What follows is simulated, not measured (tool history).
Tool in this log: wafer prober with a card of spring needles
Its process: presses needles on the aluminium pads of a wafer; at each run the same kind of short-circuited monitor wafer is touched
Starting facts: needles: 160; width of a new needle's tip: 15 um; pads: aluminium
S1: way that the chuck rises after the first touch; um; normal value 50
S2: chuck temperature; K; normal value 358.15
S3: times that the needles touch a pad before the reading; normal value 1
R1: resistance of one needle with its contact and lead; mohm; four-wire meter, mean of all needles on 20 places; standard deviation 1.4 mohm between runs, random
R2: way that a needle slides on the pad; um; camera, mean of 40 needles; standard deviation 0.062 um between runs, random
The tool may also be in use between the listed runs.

run,hour,S1,S2,S3,R1,R2
1,0,50,358.15,1,175,7.65
# hour 16: tips cleaned on abrasive film
# hour 34.6: tips cleaned on abrasive film
# hour 55.3: tips cleaned on abrasive film
2,56.7,50,358.15,1,155,7.58
# hour 74.5: tips cleaned on abrasive film
3,91.3,50,358.15,1,306,7.61
# hour 94.4: tips cleaned on abrasive film
# hour 115.4: tips cleaned on abrasive film
# hour 135.7: tips cleaned on abrasive film
4,150.8,50,358.15,1,288,7.65
# hour 155.4: tips cleaned on abrasive film
# hour 174.3: tips cleaned on abrasive film
# hour 195.4: tips cleaned on abrasive film
5,199.1,50,358.15,2,162,7.42
# hour 214.6: tips cleaned on abrasive film
# hour 237.1: tips cleaned on abrasive film
6,246.6,50,358.15,2,202,7.59
# hour 255.1: tips cleaned on abrasive film
# hour 276.2: tips cleaned on abrasive film
7,293.7,50,358.15,2,247,7.52
# hour 298.3: tips cleaned on abrasive film
# hour 316.3: tips cleaned on abrasive film
8,328.4,50,358.15,2,226,7.41
# hour 333.2: height of the first contact set anew
# hour 336.8: tips cleaned on abrasive film
# hour 357.5: tips cleaned on abrasive film
# hour 376.4: tips cleaned on abrasive film
9,391.6,66,327.15,1,230,9.92
# hour 396.2: tips cleaned on abrasive film
# hour 415.5: tips cleaned on abrasive film
# hour 435.8: tips cleaned on abrasive film
10,449,66,327.15,1,220,9.82
# hour 456.6: tips cleaned on abrasive film
# hour 477.7: tips cleaned on abrasive film
# hour 498.8: tips cleaned on abrasive film
11,508.4,66,327.15,1,207,9.74
# hour 520: tips cleaned on abrasive film
# hour 538.1: tips cleaned on abrasive film
# hour 560.6: tips cleaned on abrasive film
# hour 581.4: tips cleaned on abrasive film
12,581.4,66,327.15,1,129,9.7
# hour 601.7: height of the first contact set anew, once more
# hour 601.8: tips cleaned on abrasive film
13,614.7,37,314.15,2,303,6.06
# hour 622.6: tips cleaned on abrasive film
# hour 643.2: tips cleaned on abrasive film
# hour 664.4: tips cleaned on abrasive film
14,674.1,37,314.15,2,267,5.78
# hour 683.2: tips cleaned on abrasive film
# hour 705.3: tips cleaned on abrasive film
15,718.5,40,334.15,2,270,6.32
# hour 727.4: tips cleaned on abrasive film
# hour 748.8: tips cleaned on abrasive film
16,756.2,40,356.15,3,183,6.29

Below are 5 alternative next runs, each starting from the tool's condition after run 16. Predict each:
# hour 768.9: tips cleaned on abrasive film
# hour 789.9: tips cleaned on abrasive film
# hour 809.7: tips cleaned on abrasive film
A,825,64,313.15,3,?,?
# hour 768.9: tips cleaned on abrasive film
# hour 789.9: tips cleaned on abrasive film
# hour 809.7: tips cleaned on abrasive film
B,825,41,358.15,1,?,?
# hour 768.9: tips cleaned on abrasive film
# hour 789.9: tips cleaned on abrasive film
# hour 809.7: tips cleaned on abrasive film
C,825,50,338.15,1,?,?
# hour 768.9: tips cleaned on abrasive film
# hour 789.9: tips cleaned on abrasive film
# hour 809.7: tips cleaned on abrasive film
D,825,44,384.15,2,?,?
# hour 768.9: tips cleaned on abrasive film
# hour 789.9: tips cleaned on abrasive film
# hour 809.7: tips cleaned on abrasive film
E,825,52,348.15,2,?,?

run,R1,R2
A,152,10.12
B,388,6.41
C,304,7.93
D,259,6.99
E,218,8.33
The same runs, with their run-to-run variation unchanged, on a tool lacking any hidden condition would have given:
run,R1,R2
A,107,10.28
B,123,6.57
C,117,8.09
D,125,7.16
E,114,8.49
